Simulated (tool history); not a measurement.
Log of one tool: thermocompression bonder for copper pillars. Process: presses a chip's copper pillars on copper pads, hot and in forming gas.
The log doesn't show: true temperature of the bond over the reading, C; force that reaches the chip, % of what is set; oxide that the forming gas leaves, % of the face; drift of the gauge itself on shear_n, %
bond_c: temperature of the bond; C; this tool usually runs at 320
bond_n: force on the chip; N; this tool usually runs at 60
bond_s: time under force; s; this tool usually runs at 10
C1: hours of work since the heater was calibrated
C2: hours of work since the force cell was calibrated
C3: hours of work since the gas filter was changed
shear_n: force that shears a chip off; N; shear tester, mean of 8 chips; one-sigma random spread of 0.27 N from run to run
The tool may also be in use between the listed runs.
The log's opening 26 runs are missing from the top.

run 27 day=24.825 | bond_c=349 bond_n=53 bond_s=28 | C1=596 C2=1033 C3=257 | shear_n=107.5
run 28 day=26.204 | bond_c=349 bond_n=36 bond_s=28 | C1=616 C2=1053 C3=277 | shear_n=88.4
run 29 day=26.946 | bond_c=320 bond_n=85 bond_s=10 | C1=627 C2=1064 C3=288 | shear_n=93.0
run 30 day=27.904 | bond_c=320 bond_n=85 bond_s=10 | C1=641 C2=1078 C3=302 | shear_n=93.1
run 31 day=28.867 | bond_c=320 bond_n=85 bond_s=10 | C1=655 C2=1092 C3=316 | shear_n=92.6
-- day=29.012 forming gas filter changed
run 32 day=30.267 | bond_c=320 bond_n=59 bond_s=10 | C1=675 C2=1112 C3=18 | shear_n=74.1
run 33 day=31.012 | bond_c=320 bond_n=59 bond_s=10 | C1=686 C2=1123 C3=29 | shear_n=74.8
run 34 day=31.838 | bond_c=320 bond_n=59 bond_s=10 | C1=698 C2=1135 C3=41 | shear_n=73.9
run 35 day=32.712 | bond_c=342 bond_n=72 bond_s=22 | C1=711 C2=1148 C3=54 | shear_n=111.4
-- day=32.888 gauge calibrated
run 36 day=33.446 | bond_c=300 bond_n=49 bond_s=9 | C1=722 C2=1159 C3=65 | shear_n=53.7

5 ways to go on from here, each from the tool as it stands after run 36. What would each give?
run A day=34.600 | bond_c=320 bond_n=60 bond_s=7 | C1=739 C2=1176 C3=82 | shear_n=?
run B day=34.600 | bond_c=300 bond_n=39 bond_s=9 | C1=739 C2=1176 C3=82 | shear_n=?
run C day=34.600 | bond_c=311 bond_n=60 bond_s=10 | C1=739 C2=1176 C3=82 | shear_n=?
run D day=34.600 | bond_c=320 bond_n=65 bond_s=21 | C1=739 C2=1176 C3=82 | shear_n=?
run E day=34.600 | bond_c=312 bond_n=60 bond_s=10 | C1=739 C2=1176 C3=82 | shear_n=?

run=A shear_n=67.8
run=B shear_n=44.3
run=C shear_n=71.8
run=D shear_n=97.9
run=E shear_n=72.3
Take away the tool's hidden state, keep each run's random variation, and the runs would have read:
run=A shear_n=67.9
run=B shear_n=44.3
run=C shear_n=71.8
run=D shear_n=98.0
run=E shear_n=72.4
